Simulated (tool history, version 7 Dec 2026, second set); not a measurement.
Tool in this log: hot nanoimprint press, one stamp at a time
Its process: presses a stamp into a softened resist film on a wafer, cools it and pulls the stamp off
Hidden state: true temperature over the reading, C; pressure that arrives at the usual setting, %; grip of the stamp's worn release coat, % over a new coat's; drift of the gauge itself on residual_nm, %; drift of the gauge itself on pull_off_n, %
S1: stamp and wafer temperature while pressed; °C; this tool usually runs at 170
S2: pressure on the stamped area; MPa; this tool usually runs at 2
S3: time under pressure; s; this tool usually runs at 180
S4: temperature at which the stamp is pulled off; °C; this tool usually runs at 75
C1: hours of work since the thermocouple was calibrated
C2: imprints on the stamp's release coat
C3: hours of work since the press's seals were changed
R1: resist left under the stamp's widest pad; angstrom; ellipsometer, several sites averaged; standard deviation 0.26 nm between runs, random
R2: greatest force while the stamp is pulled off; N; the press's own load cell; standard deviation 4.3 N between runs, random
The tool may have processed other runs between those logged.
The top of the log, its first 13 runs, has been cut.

run 14 hour=640.2 | S1=170 S2=1.4 S3=180 S4=75 | C1=211 C2=189 C3=157 | R1=1052 R2=219
run 15 hour=675.9 | S1=170 S2=2.09 S3=180 S4=75 | C1=225 C2=252 C3=171 | R1=886 R2=227
run 16 hour=736.7 | S1=170 S2=2.09 S3=180 S4=75 | C1=250 C2=358 C3=196 | R1=889 R2=227
run 17 hour=774.9 | S1=165 S2=1.5 S3=98 S4=75 | C1=265 C2=424 C3=211 | R1=1392 R2=237
run 18 hour=825.1 | S1=160 S2=1.5 S3=98 S4=66 | C1=286 C2=512 C3=232 | R1=1534 R2=268
run 19 hour=855.9 | S1=170 S2=1.95 S3=171 S4=74 | C1=298 C2=566 C3=244 | R1=936 R2=263
run 20 hour=889.1 | S1=170 S2=1.95 S3=171 S4=74 | C1=312 C2=624 C3=258 | R1=938 R2=256
run 21 hour=943.8 | S1=170 S2=1.95 S3=171 S4=74 | C1=334 C2=719 C3=280 | R1=940 R2=269
run 22 hour=977.8 | S1=179 S2=1.95 S3=201 S4=79 | C1=347 C2=779 C3=294 | R1=692 R2=258
run 23 hour=1035.9 | S1=166 S2=2.62 S3=106 S4=79 | C1=371 C2=880 C3=317 | R1=1108 R2=256
run 24 hour=1074.6 | S1=166 S2=2.62 S3=106 S4=79 | C1=387 C2=948 C3=333 | R1=1107 R2=266
run 25 hour=1112.8 | S1=166 S2=2.62 S3=106 S4=79 | C1=402 C2=1014 C3=348 | R1=1105 R2=272
run 26 hour=1173.1 | S1=166 S2=2.62 S3=106 S4=79 | C1=427 C2=1120 C3=373 | R1=1107 R2=273
-- hour=1228 plate thermocouple calibrated
run 27 hour=1237.9 | S1=170 S2=1.54 S3=180 S4=83 | C1=4 C2=1228 C3=398 | R1=1012 R2=270

Forecast run 28:
run 28 hour=1279 | S1=170 S2=1.54 S3=113 S4=83 | C1=21 C2=1299 C3=415 | R1=? R2=?

{"run 28": {"R1": 1176, "R2": 272}}
Were there no unlogged condition in the tool, this run, its random variation unchanged, would have produced R1 1166 angstrom, R2 184 N.

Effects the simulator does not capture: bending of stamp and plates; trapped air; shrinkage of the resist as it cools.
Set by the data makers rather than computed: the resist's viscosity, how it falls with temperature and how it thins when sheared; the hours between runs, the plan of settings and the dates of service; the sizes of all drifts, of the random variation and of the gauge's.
